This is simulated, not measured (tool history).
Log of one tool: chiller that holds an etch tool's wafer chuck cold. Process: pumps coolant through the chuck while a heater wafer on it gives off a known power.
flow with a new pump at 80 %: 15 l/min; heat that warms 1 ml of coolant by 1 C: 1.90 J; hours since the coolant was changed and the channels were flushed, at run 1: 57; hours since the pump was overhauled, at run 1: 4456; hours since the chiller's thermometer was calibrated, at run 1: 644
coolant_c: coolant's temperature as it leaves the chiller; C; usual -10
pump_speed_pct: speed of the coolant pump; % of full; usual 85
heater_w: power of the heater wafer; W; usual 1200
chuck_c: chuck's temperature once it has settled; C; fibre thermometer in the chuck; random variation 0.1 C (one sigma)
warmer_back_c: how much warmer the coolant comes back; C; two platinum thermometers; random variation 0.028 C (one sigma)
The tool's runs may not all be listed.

run	hour	coolant_c	pump_speed_pct	heater_w	hours since the coolant was changed and the channels were flushed	hours since the pump was overhauled	hours since the chiller's thermometer was calibrated	chuck_c	warmer_back_c
1	0	-10	85	1200	57	4456	644	-1.5	2.35
2	175.1	-10	85	1200	232	4632	820	-1.7	2.38
3	334.2	-10	85	1200	391	4791	979	-1.5	2.38
4	441.7	-10	85	1200	499	4898	1086	-1.7	2.43
5	541	-10	85	1200	598	4997	1185	-1.5	2.42
6	716.7	-10	85	1200	774	5173	1361	-1.5	2.44
7	841	-18	85	1200	898	5297	1485	-9.4	2.42
8	938.7	-10	88	1200	996	5395	1583	-1.9	2.32
9	1046	-9	74	1393	1103	5502	1690	2	3.25
10	1143.6	-9	74	1393	1201	5600	1788	1.6	3.28
11	1307	-9	66	1477	1364	5763	1951	3.4	3.94
12	1403.3	-9	66	1477	1461	5860	2048	3.4	3.86

Forecast each of these 3 alternatives for the next run:
A	1479.2	-9	66	1011	1536	5936	2124	?	?
B	1479.2	-4	62	777	1536	5936	2124	?	?
C	1479.2	-15	61	954	1536	5936	2124	?	?

run	chuck_c	warmer_back_c
A	-0.6	2.69
B	2.7	2.26
C	-6.5	2.79
Without the tool's hidden state the same runs would have given:
run	chuck_c	warmer_back_c
A	-0.7	2.59
B	2.7	2.16
C	-6.5	2.69
